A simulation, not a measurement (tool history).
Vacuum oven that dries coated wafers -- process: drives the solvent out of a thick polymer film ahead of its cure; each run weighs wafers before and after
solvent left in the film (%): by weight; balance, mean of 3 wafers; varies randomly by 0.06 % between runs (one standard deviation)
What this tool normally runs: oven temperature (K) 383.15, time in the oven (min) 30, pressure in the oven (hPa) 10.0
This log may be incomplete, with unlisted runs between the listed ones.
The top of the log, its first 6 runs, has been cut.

Run 7, hour 112.5: usual settings. Result: solvent left in the film (%) 2.56.
Run 8, hour 132.9: usual settings. Result: solvent left in the film (%) 2.59.
Run 9, hour 145.6: usual settings. Result: solvent left in the film (%) 2.67.
Run 10, hour 162.0: usual settings. Result: solvent left in the film (%) 2.72.
Run 11, hour 180.7: usual settings. Result: solvent left in the film (%) 2.77.
Run 12, hour 195.7: usual settings but oven temperature (K) 390.15. Result: solvent left in the film (%) 1.67.
Run 13, hour 215.6: usual settings but oven temperature (K) 390.15. Result: solvent left in the film (%) 1.66.
Run 14, hour 239.7: usual settings but time in the oven (min) 48. Result: solvent left in the film (%) 1.83.
Run 15, hour 251.7: usual settings but time in the oven (min) 48. Result: solvent left in the film (%) 1.86.
Run 16, hour 263.7: usual settings but time in the oven (min) 19, pressure in the oven (hPa) 33.2. Result: solvent left in the film (%) 7.79.
Run 17, hour 279.8: usual settings but oven temperature (K) 385.15, time in the oven (min) 19, pressure in the oven (hPa) 39.2. Result: solvent left in the film (%) 7.64.
Run 18, hour 292.1: usual settings but oven temperature (K) 396.15. Result: solvent left in the film (%) 1.15.
Run 19, hour 311.3: usual settings but oven temperature (K) 396.15. Result: solvent left in the film (%) 1.28.
Run 20, hour 331.5: usual settings but oven temperature (K) 369.15, pressure in the oven (hPa) 18.1. Result: solvent left in the film (%) 9.09.
At hour 348.2: oven's thermocouples calibrated.
Run 21, hour 354.3: usual settings but oven temperature (K) 369.15, pressure in the oven (hPa) 18.1. Result: solvent left in the film (%) 10.55.
Run 22, hour 367.5: usual settings but oven temperature (K) 369.15, time in the oven (min) 28, pressure in the oven (hPa) 8.6. Result: solvent left in the film (%) 9.24.
Run 23, hour 385.9: usual settings but oven temperature (K) 398.15, pressure in the oven (hPa) 28.2. Result: solvent left in the film (%) 3.33.
Run 24, hour 411.4: usual settings but oven temperature (K) 389.15, time in the oven (min) 25, pressure in the oven (hPa) 16.9. Result: solvent left in the film (%) 3.65.
Run 25, hour 437.6: usual settings but oven temperature (K) 397.15, time in the oven (min) 25, pressure in the oven (hPa) 15.2. Result: solvent left in the film (%) 2.11.
Run 26, hour 448.8: usual settings but oven temperature (K) 387.15, time in the oven (min) 19, pressure in the oven (hPa) 11.5. Result: solvent left in the film (%) 4.66.
Run 27, hour 462.8: usual settings but oven temperature (K) 388.15, time in the oven (min) 19, pressure in the oven (hPa) 20.5. Result: solvent left in the film (%) 5.61.
Run 28, hour 482.8: usual settings but oven temperature (K) 388.15, time in the oven (min) 19, pressure in the oven (hPa) 20.5. Result: solvent left in the film (%) 5.44.
Run 29, hour 503.1: usual settings but oven temperature (K) 382.15, time in the oven (min) 54, pressure in the oven (hPa) 12.1. Result: solvent left in the film (%) 2.89.
Run 30, hour 525.1: usual settings but time in the oven (min) 33, pressure in the oven (hPa) 21.7. Result: solvent left in the film (%) 5.28.

Consider 4 possible next runs. They are alternatives, not a sequence: every one starts from the tool as it was left by run 30. What does each give?
Run A, hour 546.0: usual settings but oven temperature (K) 395.15, time in the oven (min) 53, pressure in the oven (hPa) 12.4. Result: solvent left in the film (%) ?.
Run B, hour 546.0: usual settings but oven temperature (K) 376.15, time in the oven (min) 24, pressure in the oven (hPa) 39.1. Result: solvent left in the film (%) ?.
Run C, hour 546.0: usual settings but oven temperature (K) 390.15, time in the oven (min) 17, pressure in the oven (hPa) 21.7. Result: solvent left in the film (%) ?.
Run D, hour 546.0: usual settings but oven temperature (K) 375.15, time in the oven (min) 28, pressure in the oven (hPa) 21.7. Result: solvent left in the film (%) ?.

run  solvent left in the film (%)
  A                          1.82
  B                         12.28
  C                          5.41
  D                          9.18
Had the tool no hidden state, the same runs would have come out as:
run  solvent left in the film (%)
  A                          1.56
  B                         11.92
  C                          5.15
  D                          8.78

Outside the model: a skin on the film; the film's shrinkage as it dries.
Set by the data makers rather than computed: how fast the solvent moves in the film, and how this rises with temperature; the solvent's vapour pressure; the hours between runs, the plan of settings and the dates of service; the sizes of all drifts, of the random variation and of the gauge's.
